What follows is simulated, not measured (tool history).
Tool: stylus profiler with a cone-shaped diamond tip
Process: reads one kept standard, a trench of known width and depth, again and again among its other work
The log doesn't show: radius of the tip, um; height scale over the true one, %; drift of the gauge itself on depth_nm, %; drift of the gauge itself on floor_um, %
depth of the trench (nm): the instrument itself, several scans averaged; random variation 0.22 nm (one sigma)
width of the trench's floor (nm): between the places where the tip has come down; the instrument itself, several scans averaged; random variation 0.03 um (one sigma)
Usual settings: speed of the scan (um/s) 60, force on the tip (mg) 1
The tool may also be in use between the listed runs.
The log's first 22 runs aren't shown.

run    hour  speed of the scan (um/s)  force on the tip (mg)  scans with this tip  hours of work since the height scale was calibrated  depth of the trench (nm)  width of the trench's floor (nm)
 23   758.4                        22                   2.87                 2443                                                  454                   1006.53                             96270
 24   792.5                        22                   2.87                 2542                                                  472                   1006.85                             96280
 25   837.5                        17                   1.94                 2672                                                  496                    1004.9                             96150
 26   873.6                        89                   1.94                 2776                                                  516                   1004.88                             96070
 27   913.7                        89                   1.94                 2892                                                  537                   1005.06                             96000
 28   940.8                        89                   1.94                 2971                                                  552                   1005.34                             96070
 29   963.4                       102                   0.52                 3036                                                  564                   1002.43                             95750
 30  1003.3                        34                   2.25                 3152                                                  585                   1005.25                             96160

3 ways to go on from here, each from the tool as it stands after run 30. What would each give?
  A  1032.6                        34                   2.31                 3237                                                  601                         ?                                 ?
  B  1032.6                       163                   0.56                 3237                                                  601                         ?                                 ?
  C  1032.6                        70                   0.59                 3237                                                  601                         ?                                 ?

run  depth of the trench (nm)  width of the trench's floor (nm)
  A                   1005.63                             96110
  B                   1002.57                             95500
  C                   1002.57                             95940
Without the tool's hidden state the same runs would have given:
run  depth of the trench (nm)  width of the trench's floor (nm)
  A                   1005.27                             96440
  B                   1002.21                             95830
  C                   1002.21                             96270
